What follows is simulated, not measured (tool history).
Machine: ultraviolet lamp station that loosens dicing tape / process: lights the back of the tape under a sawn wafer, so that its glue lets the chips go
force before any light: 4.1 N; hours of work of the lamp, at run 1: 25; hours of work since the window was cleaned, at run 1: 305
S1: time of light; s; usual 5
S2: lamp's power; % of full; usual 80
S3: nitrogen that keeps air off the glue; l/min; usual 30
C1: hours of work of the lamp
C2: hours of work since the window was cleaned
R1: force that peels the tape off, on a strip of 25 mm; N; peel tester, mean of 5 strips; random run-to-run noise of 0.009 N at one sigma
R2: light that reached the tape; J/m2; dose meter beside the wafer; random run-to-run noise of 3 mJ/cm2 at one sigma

| run | hour | S1 | S2 | S3 | C1 | C2 | R1 | R2 |
|---|---|---|---|---|---|---|---|---|
| 1 | 0.0 | 5 | 80 | 30 | 25 | 305 | 0.430 | 4200 |
| 2 | 4.3 | 5 | 80 | 30 | 27 | 307 | 0.403 | 4110 |
| 3 | 8.0 | 5 | 80 | 30 | 29 | 309 | 0.417 | 4170 |
| 4 | 14.8 | 5 | 80 | 30 | 32 | 312 | 0.420 | 4140 |
| 5 | 19.1 | 5 | 80 | 30 | 34 | 314 | 0.432 | 4130 |
| 6 | 27.3 | 5 | 80 | 30 | 38 | 319 | 0.422 | 4120 |
| 7 | 35.9 | 5 | 80 | 30 | 43 | 323 | 0.432 | 4120 |
| 8 | 41.3 | 7 | 80 | 30 | 46 | 326 | 0.284 | 5740 |
| 9 | 48.5 | 7 | 80 | 30 | 49 | 329 | 0.288 | 5750 |
| 10 | 52.3 | 5 | 80 | 30 | 51 | 331 | 0.420 | 4050 |
| 11 | 58.1 | 5 | 80 | 30 | 54 | 334 | 0.412 | 4130 |
| 12 | 62.3 | 5 | 80 | 30 | 56 | 336 | 0.437 | 4080 |
| 13 | 69.8 | 5 | 80 | 30 | 60 | 340 | 0.418 | 4040 |
|  | 70.7 | window cleaned of glue's vapour |
| 14 | 76.6 | 5 | 80 | 30 | 63 | 3 | 0.462 | 3910 |
| 15 | 81.5 | 9 | 83 | 24 | 66 | 5 | 0.233 | 7330 |
| 16 | 89.2 | 6 | 85 | 49 | 69 | 9 | 0.262 | 4980 |
| 17 | 96.5 | 3 | 80 | 30 | 73 | 13 | 0.957 | 2340 |
| 18 | 105.3 | 5 | 79 | 30 | 78 | 17 | 0.465 | 3880 |
| 19 | 114.3 | 5 | 71 | 30 | 82 | 22 | 0.548 | 3430 |
|  | 115.3 | window cleaned of glue's vapour, once more |
| 20 | 118.7 | 3 | 62 | 12 | 84 | 2 | 1.643 | 1960 |
| 21 | 124.3 | 3 | 62 | 12 | 87 | 5 | 1.671 | 2020 |
| 22 | 129.3 | 3 | 62 | 12 | 90 | 7 | 1.706 | 2020 |
| 23 | 134.7 | 5 | 80 | 34 | 92 | 10 | 0.381 | 4240 |
| 24 | 143.6 | 5 | 80 | 34 | 97 | 14 | 0.359 | 4280 |
| 25 | 149.7 | 2 | 85 | 36 | 100 | 17 | 1.180 | 1810 |
| 26 | 158.3 | 5 | 71 | 23 | 104 | 22 | 0.582 | 3750 |
| 27 | 163.4 | 5 | 71 | 23 | 107 | 24 | 0.591 | 3720 |

5 ways to go on from here, each from the tool as it stands after run 27. What would each give?
| A | 169.1 | 3 | 80 | 9 | 110 | 27 | ? | ? |
| B | 169.1 | 4 | 79 | 9 | 110 | 27 | ? | ? |
| C | 169.1 | 2 | 87 | 23 | 110 | 27 | ? | ? |
| D | 169.1 | 4 | 80 | 30 | 110 | 27 | ? | ? |
| E | 169.1 | 7 | 80 | 25 | 110 | 27 | ? | ? |

| run | R1 | R2 |
|---|---|---|
| A | 1.547 | 2500 |
| B | 1.125 | 3320 |
| C | 1.464 | 1790 |
| D | 0.550 | 3410 |
| E | 0.289 | 5890 |
Had the tool no hidden state, the same runs would have come out as:
| run | R1 | R2 |
|---|---|---|
| A | 1.462 | 2650 |
| B | 1.048 | 3520 |
| C | 1.378 | 1910 |
| D | 0.502 | 3620 |
| E | 0.271 | 6260 |
